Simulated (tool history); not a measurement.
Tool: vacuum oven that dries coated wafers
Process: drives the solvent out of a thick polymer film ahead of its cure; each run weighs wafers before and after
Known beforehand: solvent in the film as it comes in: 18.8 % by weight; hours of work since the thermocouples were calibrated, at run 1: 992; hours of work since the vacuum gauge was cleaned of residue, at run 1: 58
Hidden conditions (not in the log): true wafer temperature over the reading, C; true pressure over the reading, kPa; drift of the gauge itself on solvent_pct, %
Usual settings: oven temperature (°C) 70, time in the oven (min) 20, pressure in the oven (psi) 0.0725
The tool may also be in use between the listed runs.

run    hour  oven temperature (°C)  time in the oven (min)  pressure in the oven (psi)  hours of work since the thermocouples were calibrated  hours of work since the vacuum gauge was cleaned of residue  solvent left in the film (%)
  1     0.0                     70                      20                      0.0725                                                    992                                                           58                          0.99
  2    17.8                     70                      20                      0.0725                                                   1005                                                           71                          1.05
  3    45.6                     70                      20                      0.0725                                                   1025                                                           92                          1.07
  4    67.6                     70                      20                      0.0725                                                   1042                                                          108                          1.09
  5   107.3                     70                      20                      0.0725                                                   1071                                                          138                          1.00
  6   145.8                     70                      20                      0.0725                                                   1100                                                          166                          1.13
  7   186.3                     78                      20                      0.0725                                                   1129                                                          196                          0.26
  8   212.6                     78                      20                      0.0725                                                   1149                                                          216                          0.39
  9   230.6                     78                      20                      0.0725                                                   1162                                                          229                          0.38
 10   254.8                     78                      20                      0.0725                                                   1180                                                          247                          0.33
 11   288.7                     78                      20                      0.0725                                                   1205                                                          272                          0.40
 12   328.8                     78                      20                      0.0725                                                   1235                                                          302                          0.37
 13   347.7                     78                      20                      0.0725                                                   1249                                                          316                          0.27
 14   375.9                     70                      20                      0.0725                                                   1270                                                          336                          1.23
 15   403.1                     70                      12                      0.0725                                                   1290                                                          357                          2.91
 16   431.1                     70                      12                      0.0725                                                   1311                                                          377                          2.92
 17   465.8                     70                      12                      0.0725                                                   1336                                                          403                          3.01
 18   498.2                     70                      20                      0.0725                                                   1360                                                          427                          1.09
 19   537.6                     70                      35                      0.0725                                                   1390                                                          456                          0.38
 20   566.9                     70                      20                      0.1300                                                   1411                                                          478                          1.30
 21   589.8                     70                      19                      0.0725                                                   1428                                                          495                          1.25
 22   625.6                     70                      19                      0.0725                                                   1455                                                          521                          1.21
 23   647.0                     70                      19                      0.0725                                                   1471                                                          537                          1.33
 24   675.9                     70                      19                      0.0725                                                   1492                                                          559                          1.28
 25   709.8                     70                      19                      0.0725                                                   1517                                                          584                          1.24
 26   750.3                     78                      20                      0.0725                                                   1547                                                          614                          0.33
 27   778.5                     80                      27                      0.1572                                                   1568                                                          634                          0.36
 28   807.4                     84                      19                      0.0725                                                   1589                                                          656                          0.23
 29   845.1                     74                      19                      0.1427                                                   1617                                                          684                          0.96
 30   862.9                     73                      13                      0.1054                                                   1630                                                          697                          2.06
 31   883.0                     56                      27                      0.2854                                                   1645                                                          712                          4.18
      917.8  -- oven's thermocouples calibrated
 32   918.4                     56                      27                      0.2854                                                      0                                                          737                          3.86
 33   941.6                     78                      14                      0.0558                                                     18                                                          754                          0.72
 34   963.4                     75                      11                      0.0725                                                     34                                                          770                          1.98
 35   994.1                     63                      14                      0.1304                                                     56                                                          793                          4.26
 36  1026.2                     63                      14                      0.1304                                                     80                                                          816                          4.18
 37  1045.6                     78                      14                      0.1304                                                     95                                                          831                          0.92
 38  1084.0                     78                      14                      0.1304                                                    123                                                          859                          0.93
 39  1114.6                     60                      31                      0.0725                                                    146                                                          882                          1.61
 40  1145.1                     60                      31                      0.0725                                                    168                                                          904                          1.56
 41  1184.2                     84                      14                      0.1559                                                    197                                                          933                          0.50
 42  1221.9                     72                      14                      0.1559                                                    225                                                          961                          1.91
 43  1255.1                     72                      14                      0.1559                                                    250                                                          986                          1.89
 44  1281.5                     72                      14                      0.1559                                                    269                                                         1005                          2.09
 45  1298.9                     74                      21                      0.0725                                                    282                                                         1018                          0.62
 46  1318.6                     74                      21                      0.0725                                                    297                                                         1033                          0.69
 47  1358.2                     70                      20                      0.1012                                                    326                                                         1062                          1.19

For each run, the measured value with the value that run would have given without the tool's hidden condition subtracted. The run-to-run variation is shared by both, the gauge scatter possibly not:
run  solvent left in the film (%)
  1                         +0.13
  2                         +0.13
  3                         +0.13
  4                         +0.14
  5                         +0.15
  6                         +0.15
  7                         +0.06
  8                         +0.06
  9                         +0.07
 10                         +0.07
 11                         +0.07
 12                         +0.08
 13                         +0.09
 14                         +0.19
 15                         +0.32
 16                         +0.32
 17                         +0.32
 18                         +0.22
 19                         +0.11
 20                         +0.23
 21                         +0.24
 22                         +0.26
 23                         +0.26
 24                         +0.26
 25                         +0.27
 26                         +0.12
 27                         +0.09
 28                         +0.09
 29                         +0.21
 30                         +0.35
 31                         +0.58
 32                         +0.27
 33                         +0.11
 34                         +0.14
 35                         +0.22
 36                         +0.24
 37                         +0.12
 38                         +0.13
 39                         +0.26
 40                         +0.28
 41                         +0.10
 42                         +0.20
 43                         +0.21
 44                         +0.23
 45                         +0.17
 46                         +0.16
 47                         +0.23
